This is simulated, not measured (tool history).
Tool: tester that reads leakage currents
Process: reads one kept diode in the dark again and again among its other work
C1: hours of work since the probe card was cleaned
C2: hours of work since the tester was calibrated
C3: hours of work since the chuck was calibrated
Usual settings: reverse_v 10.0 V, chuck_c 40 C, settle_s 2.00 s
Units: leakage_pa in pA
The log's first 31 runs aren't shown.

{"day": 28.125, "done": "chuck's temperature calibrated"}
{"run": 32, "day": 28.229, "reverse_v": 4.3, "chuck_c": 25, "settle_s": 2.66, "C1": 2175, "C2": 780, "C3": 1, "leakage_pa": 63.53}
{"run": 33, "day": 29.146, "reverse_v": 8.0, "chuck_c": 29, "settle_s": 2.0, "C1": 2188, "C2": 792, "C3": 14, "leakage_pa": 109.62}
{"run": 34, "day": 30.104, "reverse_v": 14.6, "chuck_c": 40, "settle_s": 2.0, "C1": 2201, "C2": 805, "C3": 27, "leakage_pa": 319.81}
{"run": 35, "day": 31.267, "reverse_v": 10.0, "chuck_c": 56, "settle_s": 4.91, "C1": 2216, "C2": 821, "C3": 42, "leakage_pa": 872.08}
{"run": 36, "day": 32.533, "reverse_v": 10.0, "chuck_c": 56, "settle_s": 4.91, "C1": 2233, "C2": 838, "C3": 59, "leakage_pa": 874.07}
{"run": 37, "day": 33.679, "reverse_v": 3.3, "chuck_c": 28, "settle_s": 7.57, "C1": 2249, "C2": 853, "C3": 75, "leakage_pa": 73.71}
{"run": 38, "day": 34.938, "reverse_v": 1.3, "chuck_c": 45, "settle_s": 2.0, "C1": 2266, "C2": 870, "C3": 92, "leakage_pa": 194.06}
{"run": 39, "day": 35.933, "reverse_v": 1.3, "chuck_c": 49, "settle_s": 9.92, "C1": 2279, "C2": 883, "C3": 105, "leakage_pa": 260.17}
{"run": 40, "day": 36.55, "reverse_v": 1.3, "chuck_c": 23, "settle_s": 9.92, "C1": 2287, "C2": 892, "C3": 113, "leakage_pa": 34.86}

Forecast each of these 3 alternatives for the next run:
{"run": "A", "day": 37.775, "reverse_v": 2.0, "chuck_c": 20, "settle_s": 1.46, "C1": 2304, "C2": 908, "C3": 130, "leakage_pa": "?"}
{"run": "B", "day": 37.775, "reverse_v": 8.0, "chuck_c": 44, "settle_s": 2.22, "C1": 2304, "C2": 908, "C3": 130, "leakage_pa": "?"}
{"run": "C", "day": 37.775, "reverse_v": 3.1, "chuck_c": 40, "settle_s": 0.99, "C1": 2304, "C2": 908, "C3": 130, "leakage_pa": "?"}

run=A leakage_pa=31.72
run=B leakage_pa=347.54
run=C leakage_pa=184.00
Without the tool's hidden state the same runs would have given:
run=A leakage_pa=31.71
run=B leakage_pa=347.48
run=C leakage_pa=183.98
